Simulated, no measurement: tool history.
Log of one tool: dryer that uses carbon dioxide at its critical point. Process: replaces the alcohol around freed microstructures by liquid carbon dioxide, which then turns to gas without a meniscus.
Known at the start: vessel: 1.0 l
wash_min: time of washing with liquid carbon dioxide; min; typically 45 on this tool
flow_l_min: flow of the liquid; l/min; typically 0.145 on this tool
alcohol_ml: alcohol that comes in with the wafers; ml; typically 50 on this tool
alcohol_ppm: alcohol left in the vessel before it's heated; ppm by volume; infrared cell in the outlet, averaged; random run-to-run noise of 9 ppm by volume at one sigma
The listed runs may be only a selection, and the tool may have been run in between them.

run	hour	wash_min	flow_l_min	alcohol_ml	alcohol_ppm
1	0	45	0.145	50	685
2	11.3	45	0.145	50	676
3	20.6	45	0.145	50	705
4	28.2	45	0.145	50	695
5	40.9	45	0.128	50	1171
6	54	45	0.128	50	1151
7	60.4	45	0.145	50	691
8	74.8	50	0.145	50	458
9	87.4	28	0.145	50	3425
10	100.4	28	0.145	50	3306
11	111.7	45	0.145	50	732
12	125	45	0.145	50	731
13	138.2	45	0.145	92	1290
14	144.4	45	0.145	92	1302
15	152.8	45	0.145	92	1295
16	162.7	45	0.145	92	1334
17	172.1	45	0.145	92	1343
18	181.2	45	0.127	50	1282
19	195.1	32	0.145	50	2427
20	205.1	32	0.145	50	2460
21	211.6	32	0.145	50	2457
22	223.4	32	0.145	50	2444
23	229.8	32	0.145	50	2487
24	240.9	45	0.145	50	769
25	249.4	45	0.145	50	782
26	259.9	45	0.145	50	771
27	272.1	28	0.148	38	2630
28	286.6	46	0.161	55	499
29	295.7	55	0.106	102	2567
30	309.1	32	0.145	74	3855
31	316.7	32	0.132	74	4887
32	329.9	32	0.132	74	5119
33	336.9	28	0.091	105	21875
34	351.4	36	0.192	27	363
35	358.9	37	0.145	50	1683
36	365.7	66	0.206	78	82
37	372.2	38	0.206	78	528
38	383	45	0.145	115	1780
39	396.5	45	0.117	115	4251
40	403.1	45	0.101	73	4357
41	413.4	64	0.145	105	356
42	421.5	68	0.173	51	110
43	430.8	28	0.233	27	432
44	442.3	49	0.134	38	677
45	451.2	44	0.137	25	621
46	463.2	68	0.172	28	90
47	470.7	54	0.145	112	869

Here are 3 independent what-if runs from the current tool condition. What would each one return?
A	477.3	71	0.1	112	?
B	477.3	54	0.145	25	?
C	477.3	45	0.145	23	?

run	alcohol_ppm
A	1468
B	250
C	450
The same runs, with their run-to-run variation unchanged, on a tool lacking any hidden condition would have given:
run	alcohol_ppm
A	840
B	95
C	233

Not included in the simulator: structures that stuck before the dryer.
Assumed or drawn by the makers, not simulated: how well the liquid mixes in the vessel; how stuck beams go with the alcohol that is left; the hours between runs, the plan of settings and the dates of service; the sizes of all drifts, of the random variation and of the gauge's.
